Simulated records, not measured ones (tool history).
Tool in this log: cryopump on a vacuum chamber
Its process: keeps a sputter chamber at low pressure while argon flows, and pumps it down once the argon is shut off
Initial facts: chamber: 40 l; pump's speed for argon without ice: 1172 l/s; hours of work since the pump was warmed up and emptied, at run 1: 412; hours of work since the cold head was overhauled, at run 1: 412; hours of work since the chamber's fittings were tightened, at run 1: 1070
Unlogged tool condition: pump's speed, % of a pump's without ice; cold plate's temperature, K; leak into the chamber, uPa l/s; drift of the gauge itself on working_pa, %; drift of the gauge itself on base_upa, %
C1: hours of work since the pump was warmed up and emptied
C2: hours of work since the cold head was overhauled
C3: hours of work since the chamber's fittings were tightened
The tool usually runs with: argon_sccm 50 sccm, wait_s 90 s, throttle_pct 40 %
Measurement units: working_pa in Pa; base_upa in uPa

Run 1, hour 0: usual settings; C1 412; C2 412; C3 1070. Result: working_pa 0.1863 Pa, base_upa 2.31 uPa.
Run 2, hour 12.1: usual settings but throttle_pct 16 %; C1 422; C2 422; C3 1080. Result: working_pa 0.4585 Pa, base_upa 2.31 uPa.
Run 3, hour 37.9: usual settings; C1 443; C2 443; C3 1101. Result: working_pa 0.1863 Pa, base_upa 2.3 uPa.
Run 4, hour 51.9: usual settings; C1 454; C2 454; C3 1112. Result: working_pa 0.1874 Pa, base_upa 2.4 uPa.
Run 5, hour 75.9: usual settings; C1 473; C2 473; C3 1131. Result: working_pa 0.1894 Pa, base_upa 2.39 uPa.
Run 6, hour 100.1: usual settings but wait_s 45 s; C1 493; C2 493; C3 1151. Result: working_pa 0.189 Pa, base_upa 3.4 uPa.
Run 7, hour 114.3: usual settings; C1 505; C2 505; C3 1163. Result: working_pa 0.1881 Pa, base_upa 2.41 uPa.
Run 8, hour 137.1: usual settings but argon_sccm 26 sccm; C1 523; C2 523; C3 1181. Result: working_pa 0.0976 Pa, base_upa 2.47 uPa.
Run 9, hour 160.7: usual settings but argon_sccm 26 sccm; C1 542; C2 542; C3 1200. Result: working_pa 0.0985 Pa, base_upa 2.5 uPa.
Run 10, hour 172: usual settings but argon_sccm 26 sccm; C1 551; C2 551; C3 1209. Result: working_pa 0.0986 Pa, base_upa 2.55 uPa.
Run 11, hour 188.5: usual settings but argon_sccm 43 sccm, wait_s 130 s; C1 565; C2 565; C3 1223. Result: working_pa 0.1626 Pa, base_upa 2.22 uPa.
Run 12, hour 209.2: usual settings but argon_sccm 43 sccm, wait_s 130 s; C1 582; C2 582; C3 1240. Result: working_pa 0.1632 Pa, base_upa 2.21 uPa.
Run 13, hour 228.8: usual settings but argon_sccm 43 sccm, wait_s 130 s; C1 597; C2 597; C3 1256. Result: working_pa 0.1626 Pa, base_upa 2.25 uPa.
Run 14, hour 243.6: usual settings but argon_sccm 95 sccm, wait_s 71 s; C1 609; C2 609; C3 1268. Result: working_pa 0.3605 Pa, base_upa 2.85 uPa.
Run 15, hour 254.6: usual settings but argon_sccm 49 sccm, throttle_pct 20 %; C1 618; C2 618; C3 1276. Result: working_pa 0.361 Pa, base_upa 2.56 uPa.
Run 16, hour 265.4: usual settings but argon_sccm 52 sccm, wait_s 43 s, throttle_pct 17 %; C1 627; C2 627; C3 1285. Result: working_pa 0.4541 Pa, base_upa 3.79 uPa.
Run 17, hour 286: usual settings but argon_sccm 25 sccm, wait_s 161 s, throttle_pct 33 %; C1 644; C2 644; C3 1302. Result: working_pa 0.1127 Pa, base_upa 2.11 uPa.
Run 18, hour 307.5: usual settings but argon_sccm 25 sccm, wait_s 161 s, throttle_pct 33 %; C1 661; C2 661; C3 1319. Result: working_pa 0.115 Pa, base_upa 2.17 uPa.
Run 19, hour 332: usual settings but argon_sccm 31 sccm, wait_s 252 s, throttle_pct 33 %; C1 681; C2 681; C3 1339. Result: working_pa 0.1414 Pa, base_upa 2.01 uPa.
Run 20, hour 344.5: usual settings but argon_sccm 28 sccm, wait_s 32 s, throttle_pct 21 %; C1 691; C2 691; C3 1349. Result: working_pa 0.1978 Pa, base_upa 4.52 uPa.

Below are 3 alternative next runs, each starting from the tool's condition after run 20. Predict each:
Run A, hour 358.7: usual settings but argon_sccm 34 sccm, wait_s 157 s, throttle_pct 16 %; C1 703; C2 703; C3 1361. Result: working_pa ?, base_upa ?.
Run B, hour 358.7: usual settings but wait_s 56 s, throttle_pct 20 %; C1 703; C2 703; C3 1361. Result: working_pa ?, base_upa ?.
Run C, hour 358.7: usual settings but argon_sccm 90 sccm, wait_s 217 s, throttle_pct 21 %; C1 703; C2 703; C3 1361. Result: working_pa ?, base_upa ?.

run  working_pa  base_upa
  A      0.3131      2.31
  B      0.3708      3.36
  C      0.6341       2.1
Without the tool's hidden state the same runs would have given:
run  working_pa  base_upa
  A      0.3056      0.86
  B      0.3599       1.9
  C      0.6146      0.67

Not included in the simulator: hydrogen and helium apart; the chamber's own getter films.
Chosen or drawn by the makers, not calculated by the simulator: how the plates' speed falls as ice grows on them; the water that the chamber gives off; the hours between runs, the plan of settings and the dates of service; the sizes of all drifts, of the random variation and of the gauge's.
